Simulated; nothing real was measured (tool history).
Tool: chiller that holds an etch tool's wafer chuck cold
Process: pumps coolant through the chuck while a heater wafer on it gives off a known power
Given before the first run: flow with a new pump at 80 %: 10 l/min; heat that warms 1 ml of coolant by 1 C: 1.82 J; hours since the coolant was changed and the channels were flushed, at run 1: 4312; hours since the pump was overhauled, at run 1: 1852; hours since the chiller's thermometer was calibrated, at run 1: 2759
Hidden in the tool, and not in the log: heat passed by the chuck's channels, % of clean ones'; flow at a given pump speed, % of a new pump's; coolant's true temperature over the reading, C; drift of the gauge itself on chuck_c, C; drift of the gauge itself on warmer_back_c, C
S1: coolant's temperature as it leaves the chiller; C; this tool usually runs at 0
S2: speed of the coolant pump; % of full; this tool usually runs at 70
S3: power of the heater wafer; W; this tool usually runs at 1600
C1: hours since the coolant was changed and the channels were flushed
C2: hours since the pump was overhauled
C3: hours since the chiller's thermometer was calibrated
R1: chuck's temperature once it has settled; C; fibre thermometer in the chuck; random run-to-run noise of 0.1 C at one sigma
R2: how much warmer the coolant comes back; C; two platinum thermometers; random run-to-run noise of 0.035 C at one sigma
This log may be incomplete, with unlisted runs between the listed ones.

| run | day | S1 | S2 | S3 | C1 | C2 | C3 | R1 | R2 |
|---|---|---|---|---|---|---|---|---|---|
| 1 | 0.000 | 0 | 70 | 1600 | 4312 | 1852 | 2759 | 16.6 | 6.03 |
| 2 | 1.025 | 0 | 70 | 1600 | 4336 | 1877 | 2783 | 16.6 | 6.05 |
| 3 | 2.096 | 0 | 70 | 1600 | 4362 | 1903 | 2809 | 16.8 | 6.05 |
| 4 | 3.558 | 0 | 70 | 1837 | 4397 | 1938 | 2844 | 19.0 | 6.84 |
| 5 | 4.562 | 0 | 70 | 1600 | 4421 | 1962 | 2868 | 16.5 | 6.03 |
| 6 | 5.546 | 0 | 70 | 1600 | 4445 | 1986 | 2892 | 16.6 | 6.03 |
| 7 | 7.496 | 0 | 83 | 1600 | 4492 | 2032 | 2939 | 14.8 | 5.06 |
| 8 | 8.408 | 0 | 83 | 1600 | 4514 | 2054 | 2960 | 14.7 | 5.10 |
| 9 | 9.600 | 0 | 83 | 1600 | 4542 | 2083 | 2989 | 14.6 | 5.09 |
| 10 | 10.875 | 0 | 70 | 1600 | 4573 | 2113 | 3020 | 16.5 | 6.03 |
| 11 | 12.238 | 0 | 70 | 1600 | 4606 | 2146 | 3052 | 16.8 | 6.03 |
| 12 | 14.079 | 0 | 70 | 1600 | 4650 | 2190 | 3097 | 16.7 | 6.06 |
| 13 | 14.954 | 0 | 70 | 1600 | 4671 | 2211 | 3118 | 16.7 | 6.06 |
| 14 | 16.221 | 0 | 70 | 1600 | 4701 | 2242 | 3148 | 16.9 | 5.98 |
| 15 | 17.725 | 0 | 70 | 1600 | 4737 | 2278 | 3184 | 16.8 | 6.02 |
| 16 | 19.617 | 0 | 70 | 1600 | 4783 | 2323 | 3229 | 16.8 | 6.00 |
| 17 | 21.358 | 0 | 70 | 1600 | 4824 | 2365 | 3271 | 16.7 | 6.06 |
| 18 | 23.046 | 0 | 63 | 1958 | 4865 | 2406 | 3312 | 22.3 | 8.15 |
| 19 | 24.321 | -5 | 84 | 2109 | 4896 | 2436 | 3342 | 14.0 | 6.62 |
| 20 | 25.921 | -5 | 84 | 2109 | 4934 | 2475 | 3381 | 14.3 | 6.63 |
| 21 | 27.400 | 0 | 66 | 1556 | 4969 | 2510 | 3416 | 17.0 | 6.19 |
| 22 | 28.854 | -10 | 70 | 1600 | 5004 | 2545 | 3451 | 6.8 | 6.01 |
| 23 | 29.688 | -9 | 73 | 1020 | 5024 | 2565 | 3471 | 1.3 | 3.67 |
| 24 | 31.400 | -9 | 73 | 1020 | 5066 | 2606 | 3512 | 1.3 | 3.66 |
| 25 | 32.325 | -9 | 73 | 1020 | 5088 | 2628 | 3534 | 1.4 | 3.67 |
| 26 | 33.738 | -5 | 75 | 1371 | 5122 | 2662 | 3568 | 8.7 | 4.79 |
| 27 | 34.704 | -5 | 68 | 1371 | 5145 | 2685 | 3592 | 9.7 | 5.32 |
| 28 | 36.392 | -5 | 68 | 1371 | 5185 | 2726 | 3632 | 9.7 | 5.29 |
| 29 | 37.342 | -5 | 68 | 1371 | 5208 | 2749 | 3655 | 9.4 | 5.31 |
| 30 | 38.558 | -5 | 65 | 1371 | 5237 | 2778 | 3684 | 10.1 | 5.58 |
| 31 | 40.517 | -3 | 84 | 2148 | 5284 | 2825 | 3731 | 16.5 | 6.75 |
| 32 | 42.012 | 2 | 62 | 1600 | 5320 | 2861 | 3767 | 20.4 | 6.76 |

Each row is a separate what-if for the run after 32, all from the same tool condition, not one after another. Results?
| A | 43.038 | 0 | 86 | 1600 | 5345 | 2885 | 3792 | ? | ? |
| B | 43.038 | -7 | 64 | 949 | 5345 | 2885 | 3792 | ? | ? |
| C | 43.038 | 9 | 70 | 1600 | 5345 | 2885 | 3792 | ? | ? |
| D | 43.038 | 2 | 62 | 1132 | 5345 | 2885 | 3792 | ? | ? |

| run | R1 | R2 |
|---|---|---|
| A | 14.5 | 4.96 |
| B | 3.7 | 3.97 |
| C | 25.7 | 6.00 |
| D | 14.9 | 4.83 |
Without the tool's hidden state the same runs would have given:
| run | R1 | R2 |
|---|---|---|
| A | 14.4 | 4.96 |
| B | 3.7 | 3.97 |
| C | 25.6 | 6.00 |
| D | 14.9 | 4.83 |
